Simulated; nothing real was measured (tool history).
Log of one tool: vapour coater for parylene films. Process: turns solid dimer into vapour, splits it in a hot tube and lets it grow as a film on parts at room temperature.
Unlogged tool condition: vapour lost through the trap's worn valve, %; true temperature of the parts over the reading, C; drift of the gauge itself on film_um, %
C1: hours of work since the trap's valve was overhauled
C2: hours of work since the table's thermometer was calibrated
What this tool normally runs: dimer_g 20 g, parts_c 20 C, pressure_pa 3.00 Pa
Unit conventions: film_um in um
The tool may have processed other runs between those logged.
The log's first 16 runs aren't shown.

{"run": 17, "day": 15.646, "dimer_g": 20, "parts_c": 20, "pressure_pa": 4.75, "C1": 24, "C2": 218, "film_um": 2.74}
{"run": 18, "day": 16.508, "dimer_g": 20, "parts_c": 20, "pressure_pa": 4.75, "C1": 36, "C2": 230, "film_um": 2.76}
{"run": 19, "day": 17.821, "dimer_g": 20, "parts_c": 20, "pressure_pa": 4.75, "C1": 54, "C2": 248, "film_um": 2.75}
{"run": 20, "day": 18.671, "dimer_g": 20, "parts_c": 20, "pressure_pa": 4.75, "C1": 66, "C2": 260, "film_um": 2.75}
{"run": 21, "day": 19.888, "dimer_g": 20, "parts_c": 20, "pressure_pa": 4.75, "C1": 82, "C2": 276, "film_um": 2.76}
{"run": 22, "day": 20.888, "dimer_g": 20, "parts_c": 20, "pressure_pa": 3.0, "C1": 96, "C2": 290, "film_um": 2.93}
{"run": 23, "day": 21.862, "dimer_g": 12, "parts_c": 20, "pressure_pa": 3.0, "C1": 109, "C2": 303, "film_um": 1.7}
{"run": 24, "day": 22.562, "dimer_g": 17, "parts_c": 17, "pressure_pa": 9.76, "C1": 119, "C2": 313, "film_um": 2.14}
{"run": 25, "day": 23.612, "dimer_g": 10, "parts_c": 14, "pressure_pa": 5.19, "C1": 133, "C2": 327, "film_um": 1.44}
{"run": 26, "day": 24.412, "dimer_g": 22, "parts_c": 17, "pressure_pa": 3.0, "C1": 144, "C2": 338, "film_um": 3.26}
{"run": 27, "day": 25.742, "dimer_g": 22, "parts_c": 17, "pressure_pa": 3.0, "C1": 162, "C2": 356, "film_um": 3.32}
{"run": 28, "day": 26.421, "dimer_g": 22, "parts_c": 28, "pressure_pa": 3.83, "C1": 172, "C2": 366, "film_um": 2.66}
{"run": 29, "day": 27.562, "dimer_g": 22, "parts_c": 28, "pressure_pa": 3.83, "C1": 187, "C2": 381, "film_um": 2.59}
{"run": 30, "day": 28.571, "dimer_g": 22, "parts_c": 28, "pressure_pa": 3.83, "C1": 201, "C2": 395, "film_um": 2.59}
{"run": 31, "day": 29.188, "dimer_g": 22, "parts_c": 28, "pressure_pa": 3.83, "C1": 210, "C2": 403, "film_um": 2.56}
{"day": 30.088, "done": "trap's valve overhauled"}
{"run": 32, "day": 30.646, "dimer_g": 22, "parts_c": 28, "pressure_pa": 3.83, "C1": 8, "C2": 421, "film_um": 2.8}
{"run": 33, "day": 31.779, "dimer_g": 30, "parts_c": 20, "pressure_pa": 3.0, "C1": 23, "C2": 437, "film_um": 4.46}
{"run": 34, "day": 32.45, "dimer_g": 20, "parts_c": 15, "pressure_pa": 3.0, "C1": 32, "C2": 446, "film_um": 3.21}

Forecast run 35:
{"run": 35, "day": 33.633, "dimer_g": 20, "parts_c": 15, "pressure_pa": 3.0, "C1": 49, "C2": 462, "film_um": "?"}

film_um: 3.17 um
Had the tool carried no hidden state, the very same run would have given film_um 3.27 um.
